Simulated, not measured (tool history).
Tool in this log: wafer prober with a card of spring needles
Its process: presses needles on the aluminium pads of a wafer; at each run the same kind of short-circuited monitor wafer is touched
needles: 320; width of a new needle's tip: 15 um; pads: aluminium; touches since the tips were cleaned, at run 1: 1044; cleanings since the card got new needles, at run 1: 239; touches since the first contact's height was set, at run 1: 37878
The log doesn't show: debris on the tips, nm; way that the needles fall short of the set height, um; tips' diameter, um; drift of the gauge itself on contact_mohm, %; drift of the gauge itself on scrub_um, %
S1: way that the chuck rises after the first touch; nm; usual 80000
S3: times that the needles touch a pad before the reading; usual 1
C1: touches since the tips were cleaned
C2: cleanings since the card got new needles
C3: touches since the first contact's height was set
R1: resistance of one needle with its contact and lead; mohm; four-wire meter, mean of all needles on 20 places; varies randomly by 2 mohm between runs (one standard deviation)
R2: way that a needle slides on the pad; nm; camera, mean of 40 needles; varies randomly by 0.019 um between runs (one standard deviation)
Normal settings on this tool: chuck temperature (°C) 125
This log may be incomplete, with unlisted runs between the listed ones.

{"run": 1, "day": 0.0, "S1": 80000, "chuck temperature (°C)": 125, "S3": 1, "C1": 1044, "C2": 239, "C3": 37878, "R1": 219, "R2": 21380}
{"day": 0.338, "done": "tips cleaned on abrasive film"}
{"day": 0.679, "done": "tips cleaned on abrasive film"}
{"day": 1.1, "done": "tips cleaned on abrasive film"}
{"day": 1.521, "done": "tips cleaned on abrasive film"}
{"day": 1.946, "done": "tips cleaned on abrasive film"}
{"run": 2, "day": 1.992, "S1": 80000, "chuck temperature (°C)": 125, "S3": 1, "C1": 813, "C2": 244, "C3": 72579, "R1": 216, "R2": 21360}
{"day": 2.329, "done": "tips cleaned on abrasive film"}
{"day": 2.754, "done": "tips cleaned on abrasive film"}
{"run": 3, "day": 2.967, "S1": 80000, "chuck temperature (°C)": 125, "S3": 1, "C1": 3743, "C2": 246, "C3": 89583, "R1": 222, "R2": 21330}
{"day": 3.138, "done": "tips cleaned on abrasive film"}
{"day": 3.558, "done": "tips cleaned on abrasive film"}
{"day": 3.983, "done": "tips cleaned on abrasive film"}
{"day": 4.404, "done": "tips cleaned on abrasive film"}
{"run": 4, "day": 4.617, "S1": 80000, "chuck temperature (°C)": 125, "S3": 1, "C1": 3727, "C2": 250, "C3": 118358, "R1": 222, "R2": 21330}
{"day": 4.788, "done": "tips cleaned on abrasive film"}
{"day": 5.208, "done": "tips cleaned on abrasive film"}
{"day": 5.55, "done": "tips cleaned on abrasive film"}
{"day": 5.971, "done": "tips cleaned on abrasive film"}
{"run": 5, "day": 6.262, "S1": 80000, "chuck temperature (°C)": 125, "S3": 1, "C1": 5158, "C2": 254, "C3": 147090, "R1": 221, "R2": 21340}
{"day": 6.35, "done": "tips cleaned on abrasive film"}
{"day": 6.692, "done": "tips cleaned on abrasive film"}
{"day": 7.112, "done": "tips cleaned on abrasive film"}
{"day": 7.45, "done": "tips cleaned on abrasive film"}
{"day": 7.792, "done": "tips cleaned on abrasive film"}
{"run": 6, "day": 7.875, "S1": 74000, "chuck temperature (°C)": 125, "S3": 1, "C1": 1518, "C2": 259, "C3": 175130, "R1": 219, "R2": 19730}
{"day": 8.133, "done": "tips cleaned on abrasive film"}
{"day": 8.554, "done": "tips cleaned on abrasive film"}
{"day": 8.896, "done": "tips cleaned on abrasive film"}
{"run": 7, "day": 8.896, "S1": 80000, "chuck temperature (°C)": 125, "S3": 3, "C1": 6, "C2": 262, "C3": 192831, "R1": 222, "R2": 21340}
{"day": 9.171, "done": "height of the first contact set anew"}
{"day": 9.258, "done": "tips cleaned on abrasive film"}
{"day": 9.596, "done": "tips cleaned on abrasive film"}
{"day": 9.938, "done": "tips cleaned on abrasive film"}
{"day": 10.358, "done": "tips cleaned on abrasive film"}
{"run": 8, "day": 10.621, "S1": 80000, "chuck temperature (°C)": 125, "S3": 3, "C1": 4646, "C2": 266, "C3": 25274, "R1": 219, "R2": 21320}
{"day": 10.712, "done": "tips cleaned on abrasive film"}
{"day": 11.133, "done": "tips cleaned on abrasive film"}
{"day": 11.471, "done": "tips cleaned on abrasive film"}
{"day": 11.812, "done": "tips cleaned on abrasive film"}
{"day": 12.233, "done": "tips cleaned on abrasive film"}
{"run": 9, "day": 12.354, "S1": 80000, "chuck temperature (°C)": 125, "S3": 3, "C1": 2150, "C2": 271, "C3": 55420, "R1": 220, "R2": 21310}
{"day": 12.608, "done": "tips cleaned on abrasive film"}
{"day": 12.95, "done": "tips cleaned on abrasive film"}
{"day": 13.288, "done": "tips cleaned on abrasive film"}
{"day": 13.712, "done": "tips cleaned on abrasive film"}
{"run": 10, "day": 13.729, "S1": 80000, "chuck temperature (°C)": 125, "S3": 3, "C1": 322, "C2": 275, "C3": 79318, "R1": 222, "R2": 21300}
{"day": 14.067, "done": "tips cleaned on abrasive film"}
{"day": 14.492, "done": "tips cleaned on abrasive film"}
{"day": 14.912, "done": "tips cleaned on abrasive film"}
{"run": 11, "day": 14.992, "S1": 80000, "chuck temperature (°C)": 125, "S3": 3, "C1": 1394, "C2": 278, "C3": 101341, "R1": 221, "R2": 21280}
{"day": 15.329, "done": "tips cleaned on abrasive film"}
{"day": 15.671, "done": "tips cleaned on abrasive film"}
{"day": 16.008, "done": "tips cleaned on abrasive film"}
{"day": 16.429, "done": "tips cleaned on abrasive film"}
{"run": 12, "day": 16.733, "S1": 80000, "chuck temperature (°C)": 125, "S3": 3, "C1": 5347, "C2": 282, "C3": 131737, "R1": 219, "R2": 21290}
{"day": 16.821, "done": "tips cleaned on abrasive film"}
{"day": 17.246, "done": "tips cleaned on abrasive film"}
{"day": 17.667, "done": "tips cleaned on abrasive film"}
{"day": 18.004, "done": "tips cleaned on abrasive film"}
{"day": 18.346, "done": "tips cleaned on abrasive film"}
{"run": 13, "day": 18.425, "S1": 80000, "chuck temperature (°C)": 44, "S3": 2, "C1": 1438, "C2": 287, "C3": 161171, "R1": 199, "R2": 21300}
{"day": 18.767, "done": "tips cleaned on abrasive film"}
{"day": 19.104, "done": "tips cleaned on abrasive film"}
{"day": 19.442, "done": "tips cleaned on abrasive film"}
{"day": 19.783, "done": "tips cleaned on abrasive film"}
{"day": 20.204, "done": "tips cleaned on abrasive film"}
{"run": 14, "day": 20.233, "S1": 80000, "chuck temperature (°C)": 125, "S3": 1, "C1": 542, "C2": 292, "C3": 192654, "R1": 224, "R2": 21270}
{"day": 20.5, "done": "height of the first contact set anew"}
{"day": 20.588, "done": "tips cleaned on abrasive film"}
{"day": 20.925, "done": "tips cleaned on abrasive film"}
{"day": 21.262, "done": "tips cleaned on abrasive film"}
{"day": 21.688, "done": "tips cleaned on abrasive film"}
{"day": 22.025, "done": "tips cleaned on abrasive film"}
{"run": 15, "day": 22.05, "S1": 80000, "chuck temperature (°C)": 125, "S3": 1, "C1": 415, "C2": 297, "C3": 26936, "R1": 223, "R2": 21270}
{"day": 22.388, "done": "tips cleaned on abrasive film"}
{"day": 22.725, "done": "tips cleaned on abrasive film"}
{"day": 23.067, "done": "tips cleaned on abrasive film"}
{"day": 23.488, "done": "tips cleaned on abrasive film"}
{"run": 16, "day": 23.608, "S1": 92000, "chuck temperature (°C)": 125, "S3": 1, "C1": 2095, "C2": 301, "C3": 54079, "R1": 218, "R2": 24400}
{"day": 23.862, "done": "tips cleaned on abrasive film"}
{"day": 24.283, "done": "tips cleaned on abrasive film"}
{"day": 24.625, "done": "tips cleaned on abrasive film"}
{"run": 17, "day": 24.896, "S1": 92000, "chuck temperature (°C)": 125, "S3": 1, "C1": 4804, "C2": 304, "C3": 76563, "R1": 217, "R2": 24460}
{"day": 24.983, "done": "tips cleaned on abrasive film"}
{"day": 25.408, "done": "tips cleaned on abrasive film"}
{"day": 25.829, "done": "tips cleaned on abrasive film"}
{"day": 26.167, "done": "tips cleaned on abrasive film"}
{"run": 18, "day": 26.288, "S1": 77000, "chuck temperature (°C)": 125, "S3": 2, "C1": 2094, "C2": 308, "C3": 100760, "R1": 220, "R2": 20440}
{"day": 26.542, "done": "tips cleaned on abrasive film"}
{"day": 26.879, "done": "tips cleaned on abrasive film"}
{"day": 27.304, "done": "tips cleaned on abrasive film"}
{"run": 19, "day": 27.317, "S1": 69000, "chuck temperature (°C)": 98, "S3": 1, "C1": 204, "C2": 311, "C3": 118645, "R1": 215, "R2": 18330}
{"day": 27.654, "done": "tips cleaned on abrasive film"}
{"day": 27.992, "done": "tips cleaned on abrasive film"}
{"day": 28.329, "done": "tips cleaned on abrasive film"}
{"day": 28.754, "done": "tips cleaned on abrasive film"}
{"day": 29.175, "done": "tips cleaned on abrasive film"}
{"run": 20, "day": 29.254, "S1": 95000, "chuck temperature (°C)": 93, "S3": 1, "C1": 1352, "C2": 316, "C3": 152407, "R1": 211, "R2": 25180}
{"day": 29.592, "done": "tips cleaned on abrasive film"}
{"day": 29.929, "done": "tips cleaned on abrasive film"}
{"day": 30.354, "done": "tips cleaned on abrasive film"}
{"day": 30.775, "done": "tips cleaned on abrasive film"}
{"run": 21, "day": 31.1, "S1": 63000, "chuck temperature (°C)": 93, "S3": 1, "C1": 5719, "C2": 320, "C3": 184646, "R1": 224, "R2": 16700}
{"day": 31.188, "done": "tips cleaned on abrasive film"}
{"day": 31.612, "done": "tips cleaned on abrasive film"}
{"day": 31.875, "done": "height of the first contact set anew"}
{"day": 32.046, "done": "tips cleaned on abrasive film"}
{"day": 32.383, "done": "tips cleaned on abrasive film"}
{"run": 22, "day": 32.433, "S1": 63000, "chuck temperature (°C)": 49, "S3": 1, "C1": 892, "C2": 324, "C3": 9733, "R1": 207, "R2": 16720}
{"day": 32.775, "done": "tips cleaned on abrasive film"}
{"day": 33.196, "done": "tips cleaned on abrasive film"}
{"day": 33.621, "done": "tips cleaned on abrasive film"}
{"run": 23, "day": 33.725, "S1": 64000, "chuck temperature (°C)": 125, "S3": 2, "C1": 1901, "C2": 327, "C3": 32262, "R1": 223, "R2": 16950}
{"day": 33.983, "done": "tips cleaned on abrasive film"}
{"day": 34.321, "done": "tips cleaned on abrasive film"}
{"day": 34.742, "done": "tips cleaned on abrasive film"}
{"day": 35.083, "done": "tips cleaned on abrasive film"}
{"day": 35.504, "done": "tips cleaned on abrasive film"}
{"day": 35.925, "done": "tips cleaned on abrasive film"}
{"run": 24, "day": 36.083, "S1": 75000, "chuck temperature (°C)": 125, "S3": 2, "C1": 2718, "C2": 333, "C3": 73288, "R1": 220, "R2": 19890}

What if the next run were any one of these 5? Each begins from the tool's condition after run 24:
{"day": 36.338, "done": "tips cleaned on abrasive film"}
{"day": 36.675, "done": "tips cleaned on abrasive film"}
{"day": 37.012, "done": "tips cleaned on abrasive film"}
{"day": 37.438, "done": "tips cleaned on abrasive film"}
{"day": 37.775, "done": "tips cleaned on abrasive film"}
{"day": 38.2, "done": "tips cleaned on abrasive film"}
{"run": "A", "day": 38.454, "S1": 80000, "chuck temperature (°C)": 125, "S3": 1, "C1": 4520, "C2": 339, "C3": 114643, "R1": "?", "R2": "?"}
{"day": 36.338, "done": "tips cleaned on abrasive film"}
{"day": 36.675, "done": "tips cleaned on abrasive film"}
{"day": 37.012, "done": "tips cleaned on abrasive film"}
{"day": 37.438, "done": "tips cleaned on abrasive film"}
{"day": 37.775, "done": "tips cleaned on abrasive film"}
{"day": 38.2, "done": "tips cleaned on abrasive film"}
{"run": "B", "day": 38.454, "S1": 86000, "chuck temperature (°C)": 125, "S3": 2, "C1": 4520, "C2": 339, "C3": 114643, "R1": "?", "R2": "?"}
{"day": 36.338, "done": "tips cleaned on abrasive film"}
{"day": 36.675, "done": "tips cleaned on abrasive film"}
{"day": 37.012, "done": "tips cleaned on abrasive film"}
{"day": 37.438, "done": "tips cleaned on abrasive film"}
{"day": 37.775, "done": "tips cleaned on abrasive film"}
{"day": 38.2, "done": "tips cleaned on abrasive film"}
{"run": "C", "day": 38.454, "S1": 77000, "chuck temperature (°C)": 107, "S3": 1, "C1": 4520, "C2": 339, "C3": 114643, "R1": "?", "R2": "?"}
{"day": 36.338, "done": "tips cleaned on abrasive film"}
{"day": 36.675, "done": "tips cleaned on abrasive film"}
{"day": 37.012, "done": "tips cleaned on abrasive film"}
{"day": 37.438, "done": "tips cleaned on abrasive film"}
{"day": 37.775, "done": "tips cleaned on abrasive film"}
{"day": 38.2, "done": "tips cleaned on abrasive film"}
{"run": "D", "day": 38.454, "S1": 79000, "chuck temperature (°C)": 30, "S3": 1, "C1": 4520, "C2": 339, "C3": 114643, "R1": "?", "R2": "?"}
{"day": 36.338, "done": "tips cleaned on abrasive film"}
{"day": 36.675, "done": "tips cleaned on abrasive film"}
{"day": 37.012, "done": "tips cleaned on abrasive film"}
{"day": 37.438, "done": "tips cleaned on abrasive film"}
{"day": 37.775, "done": "tips cleaned on abrasive film"}
{"day": 38.2, "done": "tips cleaned on abrasive film"}
{"run": "E", "day": 38.454, "S1": 78000, "chuck temperature (°C)": 38, "S3": 2, "C1": 4520, "C2": 339, "C3": 114643, "R1": "?", "R2": "?"}

run=A R1=219 R2=21210
run=B R1=221 R2=22770
run=C R1=217 R2=20360
run=D R1=195 R2=20920
run=E R1=202 R2=20670
The same runs, with their run-to-run variation unchanged, on a tool lacking any hidden condition would have given:
run=A R1=219 R2=21390
run=B R1=221 R2=22970
run=C R1=216 R2=20530
run=D R1=194 R2=21100
run=E R1=202 R2=20840

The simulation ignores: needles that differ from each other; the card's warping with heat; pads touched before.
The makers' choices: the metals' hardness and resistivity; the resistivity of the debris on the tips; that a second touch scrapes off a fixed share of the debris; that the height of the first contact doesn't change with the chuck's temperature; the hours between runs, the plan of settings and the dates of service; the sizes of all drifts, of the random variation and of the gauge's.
